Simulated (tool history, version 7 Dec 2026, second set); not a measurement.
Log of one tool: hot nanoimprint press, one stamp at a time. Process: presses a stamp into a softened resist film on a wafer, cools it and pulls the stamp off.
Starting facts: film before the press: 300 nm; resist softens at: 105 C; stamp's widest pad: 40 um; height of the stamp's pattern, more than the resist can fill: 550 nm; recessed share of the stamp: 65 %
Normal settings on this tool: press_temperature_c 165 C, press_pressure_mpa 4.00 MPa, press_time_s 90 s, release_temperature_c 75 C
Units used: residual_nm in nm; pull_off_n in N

| run | hour | press_temperature_c | press_pressure_mpa | press_time_s | release_temperature_c | residual_nm | pull_off_n |
|---|---|---|---|---|---|---|---|
| 1 | 0.0 | 165 | 4.00 | 90 | 75 | 134.5 | 227 |
| 2 | 59.2 | 165 | 4.00 | 90 | 75 | 134.0 | 235 |
| 3 | 116.1 | 165 | 4.00 | 90 | 75 | 135.5 | 231 |
| 4 | 154.7 | 165 | 4.00 | 90 | 75 | 134.7 | 229 |
| 5 | 229.5 | 165 | 4.00 | 52 | 75 | 164.5 | 231 |
| 6 | 260.0 | 165 | 5.65 | 90 | 75 | 115.6 | 233 |
| 7 | 297.0 | 165 | 4.00 | 90 | 75 | 134.6 | 234 |
| 8 | 332.3 | 165 | 4.00 | 90 | 75 | 134.8 | 230 |
| 9 | 402.4 | 166 | 4.00 | 90 | 75 | 126.2 | 232 |
| 10 | 444.2 | 166 | 4.00 | 90 | 75 | 125.7 | 225 |
| 11 | 515.4 | 166 | 4.00 | 90 | 75 | 126.9 | 227 |
|  | 548.9 | plate thermocouple calibrated |
|  | 561.9 | stamp cleaned and given a new release coat |
| 12 | 592.4 | 166 | 4.00 | 90 | 75 | 126.3 | 231 |
| 13 | 638.8 | 165 | 4.00 | 80 | 75 | 140.9 | 228 |
| 14 | 677.0 | 165 | 4.64 | 82 | 75 | 130.7 | 230 |
| 15 | 750.3 | 170 | 2.76 | 82 | 75 | 120.3 | 240 |
|  | 785.9 | press's hydraulic seals changed and the load cell set to zero |
| 16 | 800.1 | 153 | 3.51 | 108 | 76 | 243.2 | 217 |
| 17 | 862.0 | 165 | 3.37 | 171 | 80 | 112.2 | 198 |
| 18 | 932.8 | 166 | 3.66 | 107 | 64 | 122.1 | 303 |
| 19 | 993.1 | 166 | 2.43 | 137 | 69 | 131.3 | 267 |
| 20 | 1032.9 | 166 | 2.43 | 81 | 69 | 161.8 | 270 |
| 21 | 1103.3 | 174 | 4.93 | 124 | 77 | 58.6 | 229 |
|  | 1111.0 | plate thermocouple calibrated |
|  | 1134.0 | stamp cleaned and given a new release coat |
| 22 | 1186.0 | 174 | 4.93 | 124 | 77 | 58.8 | 215 |
| 23 | 1253.2 | 174 | 4.93 | 124 | 77 | 59.2 | 211 |

What if the next run were any one of these 4? Each begins from the tool's condition after run 23:
| A | 1321.4 | 174 | 3.07 | 124 | 67 | ? | ? |
| B | 1321.4 | 160 | 5.67 | 48 | 77 | ? | ? |
| C | 1321.4 | 165 | 4.93 | 50 | 77 | ? | ? |
| D | 1321.4 | 172 | 4.93 | 124 | 77 | ? | ? |

| run | residual_nm | pull_off_n |
|---|---|---|
| A | 75.2 | 277 |
| B | 195.2 | 215 |
| C | 153.8 | 214 |
| D | 67.4 | 224 |
Stripped of hidden state, with their random variation kept, the same runs would have yielded:
| run | residual_nm | pull_off_n |
|---|---|---|
| A | 75.1 | 276 |
| B | 195.1 | 214 |
| C | 153.7 | 213 |
| D | 67.3 | 223 |
